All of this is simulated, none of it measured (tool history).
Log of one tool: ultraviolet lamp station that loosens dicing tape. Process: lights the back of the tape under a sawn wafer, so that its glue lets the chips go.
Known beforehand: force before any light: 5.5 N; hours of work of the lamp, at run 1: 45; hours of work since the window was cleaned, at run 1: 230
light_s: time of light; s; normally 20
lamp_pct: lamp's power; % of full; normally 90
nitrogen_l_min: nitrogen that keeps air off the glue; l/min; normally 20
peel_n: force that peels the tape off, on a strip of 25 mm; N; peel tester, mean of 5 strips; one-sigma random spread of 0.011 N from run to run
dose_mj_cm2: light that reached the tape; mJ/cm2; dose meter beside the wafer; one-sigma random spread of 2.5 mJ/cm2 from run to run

run	hour	light_s	lamp_pct	nitrogen_l_min	hours of work of the lamp	hours of work since the window was cleaned	peel_n	dose_mj_cm2
1	0	20	90	20	45	230	0.574	269
2	6.6	20	90	20	50	235	0.622	275
3	18.8	20	90	20	59	245	0.59	271
4	30.4	20	90	20	68	254	0.615	268
5	41.9	20	90	20	77	263	0.619	270
6	51.1	39	90	20	84	270	0.198	526
7	62.4	20	90	20	93	279	0.598	267
8	74.9	36	90	20	103	289	0.22	475
9	83.8	36	90	20	110	295	0.224	473
10	91.6	36	90	20	116	302	0.225	475
11	100.8	20	90	20	123	309	0.623	261
12	111.7	20	90	20	132	317	0.632	260
13	120.9	20	90	20	139	324	0.652	259
14	130.7	20	90	20	146	332	0.651	258
15	139.7	20	90	20	153	339	0.661	254
16	154	20	90	20	165	350	0.663	261
# hour 160.7: window cleaned of glue's vapour
17	164.4	20	90	20	172	3	0.504	289
18	171.8	20	90	11	178	9	0.869	292
19	178	20	79	20	183	14	0.678	254
20	185	20	90	27	188	19	0.423	288
21	195.9	20	90	27	197	27	0.448	292
22	204.3	20	74	20	203	34	0.772	236
23	213	13	97	20	210	41	0.968	200
24	224.6	13	97	20	219	50	1.008	198
25	239.2	13	92	7	230	61	1.89	188
26	247.2	20	90	35	237	67	0.369	280
27	259.1	15	65	20	246	77	1.48	155
28	266.5	15	65	20	252	82	1.465	148
29	273.6	24	65	10	257	88	1.141	239
30	279.5	36	83	39	262	93	0.178	463
31	290.5	35	86	20	270	101	0.217	469
32	305	35	90	20	282	112	0.219	482
33	319.7	35	90	20	293	124	0.223	483
34	331.7	21	71	20	303	133	0.831	226
35	340.5	20	90	34	309	140	0.423	273
36	348.4	20	90	34	316	146	0.419	270
37	354.6	20	90	34	320	151	0.415	273
38	368.8	12	90	37	331	162	1.003	157
39	380.8	12	90	37	341	171	1.013	161
40	394.7	12	90	37	352	182	1.034	160
41	401.2	12	90	37	357	187	1.029	162
42	413.2	10	90	17	366	197	1.841	133
43	426.9	10	90	17	377	207	1.84	131

Branching from run 43: 4 alternative next runs. What would each branch give?
A	434.9	10	67	17	383	214	?	?
B	434.9	29	67	31	383	214	?	?
C	434.9	20	81	7	383	214	?	?
D	434.9	30	90	20	383	214	?	?

run	peel_n	dose_mj_cm2
A	2.491	96
B	0.405	278
C	1.468	235
D	0.298	393
Without the tool's unlogged condition, the same runs would have read:
run	peel_n	dose_mj_cm2
A	2.223	110
B	0.315	319
C	1.229	269
D	0.241	450
